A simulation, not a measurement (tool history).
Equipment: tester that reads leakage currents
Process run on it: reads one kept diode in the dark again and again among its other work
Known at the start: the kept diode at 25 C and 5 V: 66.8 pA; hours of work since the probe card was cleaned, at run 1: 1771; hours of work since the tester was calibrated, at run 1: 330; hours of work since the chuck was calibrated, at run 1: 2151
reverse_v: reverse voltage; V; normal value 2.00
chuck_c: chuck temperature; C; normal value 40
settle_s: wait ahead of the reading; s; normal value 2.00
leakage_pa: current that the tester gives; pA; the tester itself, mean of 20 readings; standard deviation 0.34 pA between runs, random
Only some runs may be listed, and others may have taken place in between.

run    hour  reverse_v  chuck_c  settle_s  hours of work since the probe card was cleaned  hours of work since the tester was calibrated  hours of work since the chuck was calibrated  leakage_pa
  1     0.0       2.00       40      2.00                                            1771                                            330                                          2151       99.84
       32.7  -- chuck's temperature calibrated
  2    70.1       2.00       40      2.00                                            1802                                            361                                            17       90.95
  3   112.9       2.00       40      2.00                                            1822                                            381                                            37       91.30
  4   172.8       2.00       40      2.00                                            1849                                            408                                            64       90.87
      224.0  -- chuck's temperature calibrated, once more
  5   241.1       2.00       40      2.00                                            1879                                            439                                             8      115.85
  6   309.8       2.00       40      2.00                                            1911                                            470                                            39      115.28
  7   343.6       2.00       40      2.00                                            1926                                            486                                            55      115.14
  8   405.0       2.00       27      2.00                                            1954                                            514                                            83       47.20
  9   455.7       2.00       27      2.00                                            1978                                            537                                           106       47.23
 10   496.2       2.00       51      2.00                                            1996                                            556                                           125      232.46
 11   563.1       2.00       40      2.00                                            2027                                            586                                           155      114.62
 12   612.0       2.00       40      2.00                                            2049                                            609                                           178      114.50
 13   678.0       2.00       40      2.00                                            2079                                            639                                           208      114.62
 14   728.3       2.00       40      2.00                                            2102                                            662                                           231      114.17
 15   763.0       2.00       47      2.00                                            2118                                            678                                           247      179.79
 16   819.5       2.00       47      2.00                                            2144                                            704                                           273      179.56
 17   872.2       2.00       44      2.00                                            2168                                            728                                           297      147.27
 18   922.5       2.00       40      6.59                                            2191                                            751                                           320      113.11
 19   952.4       2.00       40      0.36                                            2205                                            764                                           333      114.33
 20  1013.9       2.00       25      2.00                                            2233                                            793                                           362       40.80
 21  1058.1       1.81       39      2.00                                            2253                                            813                                           382       99.22
 22  1114.7       1.24       40      8.84                                            2279                                            839                                           408       84.78
 23  1171.8       1.24       40      8.84                                            2305                                            865                                           434       84.52
 24  1212.5       1.24       40      8.84                                            2324                                            883                                           452       84.40
 25  1255.4       1.24       40      8.84                                            2344                                            903                                           472       84.22
 26  1288.0       5.93       40      0.36                                            2359                                            918                                           487      218.91
 27  1356.3       5.93       40      0.36                                            2390                                            949                                           518      219.07
 28  1401.5       5.93       40      0.36                                            2410                                            970                                           539      220.11
 29  1455.3       5.93       40      0.36                                            2435                                            995                                           564      218.81
 30  1489.5       2.53       27      2.00                                            2451                                           1010                                           579       53.33
 31  1539.4       2.00       25      5.40                                            2474                                           1033                                           602       40.06
 32  1571.8       2.00       25      5.40                                            2488                                           1048                                           617       40.21
 33  1625.1       9.49       23      0.47                                            2513                                           1072                                           641       98.19
 34  1683.4       5.87       48      1.88                                            2540                                           1099                                           668      352.99
     1703.0  -- probe card cleaned and baked
 35  1715.9       5.87       48      1.88                                               6                                           1113                                           682      347.97
 36  1749.9       4.90       48      4.74                                              21                                           1128                                           697      310.94
 37  1807.6       4.01       48      2.00                                              48                                           1155                                           724      275.19
 38  1844.9       4.17       35      0.38                                              65                                           1172                                           741      121.05
 39  1906.6       4.17       35      0.38                                              93                                           1200                                           769      120.83

Across each entry between runs, compare the hidden state at the last listed run before it with the hidden state at the first listed run after it:
From run 1 to run 2: chuck's temperature calibrated (hour 32.7)
  stray current of the dirty probe card, pA a volt: 0.926 -> 0.945; true chuck temperature over the reading, C: -2.13 -> -3.47
  measured less the result without the state, leakage_pa: -13.49 -> -22.01 pA
From run 4 to run 5: chuck's temperature calibrated, once more (hour 224.0)
  stray current of the dirty probe card, pA a volt: 0.971 -> 0.987; current scale over the true one, %: -0.05 -> -0.06; true chuck temperature over the reading, C: -3.52 -> 0.06
  measured less the result without the state, leakage_pa: -22.30 -> +2.35 pA
From run 34 to run 35: probe card cleaned and baked (hour 1703.0)
  stray current of the dirty probe card, pA a volt: 1.344 -> 0.027; current scale over the true one, %: -0.23 -> -0.24; true chuck temperature over the reading, C: -0.61 -> -0.63
  measured less the result without the state, leakage_pa: -6.98 -> -15.09 pA
